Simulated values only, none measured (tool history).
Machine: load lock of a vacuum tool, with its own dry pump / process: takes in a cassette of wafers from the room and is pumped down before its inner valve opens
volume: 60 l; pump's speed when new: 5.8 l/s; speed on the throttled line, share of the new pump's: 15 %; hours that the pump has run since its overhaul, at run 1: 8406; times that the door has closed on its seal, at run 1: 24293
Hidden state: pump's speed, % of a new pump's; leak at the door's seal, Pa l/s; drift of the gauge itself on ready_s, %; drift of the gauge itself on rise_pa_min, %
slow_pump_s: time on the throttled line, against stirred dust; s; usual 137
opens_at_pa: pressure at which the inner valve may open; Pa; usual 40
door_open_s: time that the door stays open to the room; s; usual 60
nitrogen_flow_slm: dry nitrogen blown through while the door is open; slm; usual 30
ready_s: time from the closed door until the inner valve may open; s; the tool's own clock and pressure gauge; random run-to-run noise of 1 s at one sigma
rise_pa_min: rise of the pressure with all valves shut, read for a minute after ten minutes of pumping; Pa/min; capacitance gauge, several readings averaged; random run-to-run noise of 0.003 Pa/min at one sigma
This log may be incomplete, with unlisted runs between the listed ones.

run      day  slow_pump_s  opens_at_pa  door_open_s  nitrogen_flow_slm  hours that the pump has run since its overhaul  times that the door has closed on its seal  incoming humidity of the room's air, %  ready_s  rise_pa_min
  1    0.000          137           40           60                 30                                            8406                                       24293                                    42.2    198.2        0.025
  2    5.642           98           40           60                 30                                            8541                                       24800                                    45.1    163.9        0.019
  3   16.500          233           40           60                 30                                            8802                                       25776                                    47.1    278.8        0.025
  4   27.133          137           40           60                  5                                            9057                                       26731                                    47.6    199.3        0.041
  5   36.171          137           40           60                 30                                            9274                                       27544                                    43.1    196.5        0.023
  6   45.288          137           40           60                 30                                            9492                                       28363                                    45.7    196.9        0.022
  7   50.550          137           40          113                 30                                            9619                                       28836                                    47.7    196.6        0.028
  8   55.429          137           40          113                 30                                            9736                                       29275                                    44.4    197.1        0.027
  9   62.679          137           40          113                 30                                            9910                                       29926                                    42.6    197.8        0.035
 10   67.538          137           40          113                 30                                           10026                                       30363                                    47.4    199.4        0.028
 11   73.271          137           40          113                 30                                           10164                                       30878                                    45.8    197.3        0.030
 12   84.612          137           40          113                 30                                           10436                                       31898                                    45.6    196.1        0.030
 13   95.138          137           40           60                 30                                           10689                                       32843                                    42.4    198.9        0.020
 14  102.508          137           40           60                 30                                           10866                                       33506                                    51.6    196.9        0.027
 15  109.121          137           40           60                 13                                           11024                                       34101                                    44.6    198.0        0.031
 16  120.412          137           40           60                 13                                           11295                                       35115                                    42.8    198.8        0.030
 17  125.479          137           40           60                 30                                           11417                                       35570                                    43.3    195.8        0.018
 18  132.117          137           40           60                  4                                           11576                                       36167                                    43.8    198.0        0.043
 19  140.696           90           40           33                  9                                           11782                                       36938                                    44.8    156.7        0.025
 20  151.633          205           32           33                  7                                           12045                                       37921                                    44.5    258.4        0.032
 21  158.350          205           32           33                  7                                           12206                                       38525                                    47.6    258.1        0.028
 22  167.942          205           32           33                  7                                           12436                                       39387                                    44.2    256.6        0.026
 23  175.929          205           32           33                  7                                           12628                                       40105                                    43.8    255.0        0.024
 24  183.500          137           33           60                 27                                           12810                                       40785                                    43.9    198.6        0.021
 25  194.408          127           61           63                  6                                           13071                                       41766                                    45.6    183.7        0.043
 26  201.679           93           30           36                  8                                           13246                                       42419                                    45.9    164.1        0.025
 27  213.033           99           69           36                 40                                           13518                                       43440                                    45.4    160.0        0.013
 28  220.058           99           69           36                 40                                           13687                                       44071                                    41.8    158.8        0.009
 29  228.221           99           69           36                 40                                           13883                                       44805                                    43.8    158.2        0.015
 30  239.871          131           30           91                  8                                           14162                                       45852                                    47.2    196.9        0.042
 31  247.008          131           30           91                  8                                           14334                                       46493                                    46.6    195.4        0.046
 32  258.742          261           44          145                 45                                           14615                                       47548                                    46.6    302.7        0.031
 33  266.958          261           44          145                 45                                           14813                                       48286                                    45.0    303.0        0.025
 34  278.008          144           71          122                  6                                           15078                                       49279                                    46.1    194.3        0.062
 35  289.496           93           40           60                 40                                           15353                                       50312                                    44.0    161.2        0.019
 36  301.296           93           40           60                 40                                           15637                                       51372                                    43.9    161.1        0.021

Here are 4 independent what-if runs from the current tool condition. What would each one return?
  A  307.429           93           36           60                 40                                           15784                                       51924                                    43.2        ?            ?
  B  307.429           93           40           35                 23                                           15784                                       51924                                    46.0        ?            ?
  C  307.429           93           37           60                 40                                           15784                                       51924                                    45.8        ?            ?
  D  307.429          154           40           60                 39                                           15784                                       51924                                    43.3        ?            ?

run  ready_s  rise_pa_min
  A    161.2        0.014
  B    158.3        0.018
  C    161.8        0.017
  D    211.3        0.025
Stripped of hidden state, with their random variation kept, the same runs would have yielded:
run  ready_s  rise_pa_min
  A    161.1        0.013
  B    158.2        0.017
  C    161.7        0.016
  D    211.3        0.024
